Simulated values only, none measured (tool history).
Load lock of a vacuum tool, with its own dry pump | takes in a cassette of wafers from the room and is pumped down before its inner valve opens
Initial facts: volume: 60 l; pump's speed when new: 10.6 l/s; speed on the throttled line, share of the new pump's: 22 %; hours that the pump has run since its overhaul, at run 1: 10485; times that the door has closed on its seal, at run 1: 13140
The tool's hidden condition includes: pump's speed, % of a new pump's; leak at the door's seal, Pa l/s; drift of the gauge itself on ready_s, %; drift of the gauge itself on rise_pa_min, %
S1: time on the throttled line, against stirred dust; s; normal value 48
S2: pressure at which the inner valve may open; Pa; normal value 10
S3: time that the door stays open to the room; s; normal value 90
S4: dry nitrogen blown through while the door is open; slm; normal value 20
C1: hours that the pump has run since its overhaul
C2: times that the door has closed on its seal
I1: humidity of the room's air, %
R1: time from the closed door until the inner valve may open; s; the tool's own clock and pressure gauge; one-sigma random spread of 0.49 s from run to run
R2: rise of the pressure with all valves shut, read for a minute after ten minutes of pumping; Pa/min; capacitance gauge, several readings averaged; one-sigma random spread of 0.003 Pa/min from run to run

Run 1, day 0.000: usual settings; C1 10485; C2 13140; I1 42.3. Result: R1 89.5 s, R2 0.045 Pa/min.
Run 2, day 7.238: usual settings; C1 10659; C2 13775; I1 47.3. Result: R1 89.7 s, R2 0.051 Pa/min.
Run 3, day 20.854: usual settings; C1 10986; C2 14968; I1 46.4. Result: R1 89.6 s, R2 0.049 Pa/min.
Run 4, day 33.538: usual settings; C1 11290; C2 16080; I1 44.3. Result: R1 89.8 s, R2 0.050 Pa/min.
Run 5, day 43.904: usual settings; C1 11539; C2 16989; I1 47.0. Result: R1 90.3 s, R2 0.050 Pa/min.
Run 6, day 56.246: usual settings; C1 11835; C2 18070; I1 42.7. Result: R1 89.7 s, R2 0.044 Pa/min.
Run 7, day 70.667: usual settings but S3 32 s; C1 12181; C2 19334; I1 44.3. Result: R1 89.7 s, R2 0.038 Pa/min.
Run 8, day 80.867: usual settings but S3 32 s; C1 12426; C2 20229; I1 45.9. Result: R1 89.0 s, R2 0.039 Pa/min.
Run 9, day 88.238: usual settings but S1 72 s, S3 32 s; C1 12603; C2 20875; I1 46.7. Result: R1 108.3 s, R2 0.034 Pa/min.
Run 10, day 102.225: usual settings but S1 72 s, S3 32 s; C1 12939; C2 22101; I1 47.1. Result: R1 109.2 s, R2 0.042 Pa/min.
Run 11, day 110.417: usual settings but S1 70 s, S3 32 s; C1 13135; C2 22819; I1 44.6. Result: R1 106.9 s, R2 0.035 Pa/min.
Run 12, day 117.200: usual settings; C1 13298; C2 23413; I1 48.4. Result: R1 90.7 s, R2 0.058 Pa/min.

The next listed run, before its measurement:
Run 13, day 124.888: usual settings; C1 13483; C2 24087; I1 43.9. Result: R1 ?, R2 ?.

Run 13 came out at R1 89.2 s, R2 0.053 Pa/min.
With no hidden state in the tool, this same run would have given R1 89.2 s, R2 0.053 Pa/min.
